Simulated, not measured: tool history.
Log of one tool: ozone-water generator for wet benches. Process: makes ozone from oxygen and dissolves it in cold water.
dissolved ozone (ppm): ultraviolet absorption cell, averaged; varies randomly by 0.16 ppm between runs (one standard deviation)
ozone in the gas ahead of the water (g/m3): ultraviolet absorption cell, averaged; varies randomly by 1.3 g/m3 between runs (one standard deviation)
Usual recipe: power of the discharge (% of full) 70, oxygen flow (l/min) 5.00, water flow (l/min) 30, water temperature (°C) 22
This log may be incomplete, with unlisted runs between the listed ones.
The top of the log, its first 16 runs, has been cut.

run    hour  power of the discharge (% of full)  oxygen flow (l/min)  water flow (l/min)  water temperature (°C)  hours of work since the electrodes were changed  hours of work since the contactor was cleaned  hours of work since the thermometer was calibrated  dissolved ozone (ppm)  ozone in the gas ahead of the water (g/m3)
 17   676.8                                  51                 2.54                  19                      24                                             1576                                           8233                                                5475                   22.7                                       285.2
      691.0  -- gauge calibrated
 18   730.0                                  70                 4.20                  24                      17                                             1618                                           8274                                                5516                   25.9                                       269.9
 19   794.9                                  70                 4.20                  24                      17                                             1668                                           8325                                                5567                   26.0                                       269.0
 20   855.6                                  70                 5.93                  30                      19                                             1716                                           8372                                                5614                   21.2                                       220.0
 21   914.5                                  71                 5.64                  29                      15                                             1762                                           8418                                                5660                   23.1                                       228.8
 22   978.0                                  71                 5.64                  29                      15                                             1811                                           8468                                                5710                   23.0                                       229.1
 23  1017.9                                  71                 5.64                  29                      15                                             1842                                           8499                                                5741                   23.0                                       226.1
 24  1063.1                                  70                 5.00                  30                      30                                             1878                                           8534                                                5776                   18.1                                       241.0
 25  1126.5                                  70                 5.00                  30                      30                                             1927                                           8584                                                5826                   18.2                                       241.2
     1163.3  -- water thermometer calibrated
 26  1166.8                                  68                 5.00                  18                      30                                             1958                                           8615                                                   3                   25.7                                       235.8
 27  1225.0                                  89                 2.94                  39                      30                                             2004                                           8660                                                  48                   15.9                                       378.1
 28  1291.9                                  89                 8.70                  29                      30                                             2056                                           8712                                                 100                   21.2                                       204.2
 29  1341.7                                  89                 8.70                  34                      30                                             2095                                           8751                                                 139                   18.8                                       204.6
 30  1377.9                                  69                 6.89                  45                      22                                             2123                                           8779                                                 167                   14.2                                       197.2
 31  1436.8                                  69                 6.89                  45                      22                                             2169                                           8825                                                 213                   13.7                                       197.1
 32  1484.3                                  69                 6.89                  45                      22                                             2206                                           8862                                                 250                   14.0                                       195.4

Below are 4 alternative next runs, each starting from the tool's condition after run 32. Predict each:
     1497.1  -- gauge calibrated
  A  1541.9                                  69                 6.89                  48                      22                                             2251                                           8907                                                 295                      ?                                           ?
     1497.1  -- gauge calibrated
  B  1541.9                                  70                 5.00                  30                      22                                             2251                                           8907                                                 295                      ?                                           ?
     1497.1  -- gauge calibrated
  C  1541.9                                  56                 5.00                  38                      17                                             2251                                           8907                                                 295                      ?                                           ?
     1497.1  -- gauge calibrated
  D  1541.9                                  69                 5.75                  46                      16                                             2251                                           8907                                                 295                      ?                                           ?

run  dissolved ozone (ppm)  ozone in the gas ahead of the water (g/m3)
  A                   13.3                                       201.2
  B                   20.1                                       245.8
  C                   14.6                                       213.1
  D                   14.4                                       224.0
The same runs, with their run-to-run variation unchanged, on a tool lacking any hidden condition would have given:
run  dissolved ozone (ppm)  ozone in the gas ahead of the water (g/m3)
  A                   13.3                                       201.7
  B                   20.2                                       246.4
  C                   14.7                                       213.6
  D                   14.4                                       224.5

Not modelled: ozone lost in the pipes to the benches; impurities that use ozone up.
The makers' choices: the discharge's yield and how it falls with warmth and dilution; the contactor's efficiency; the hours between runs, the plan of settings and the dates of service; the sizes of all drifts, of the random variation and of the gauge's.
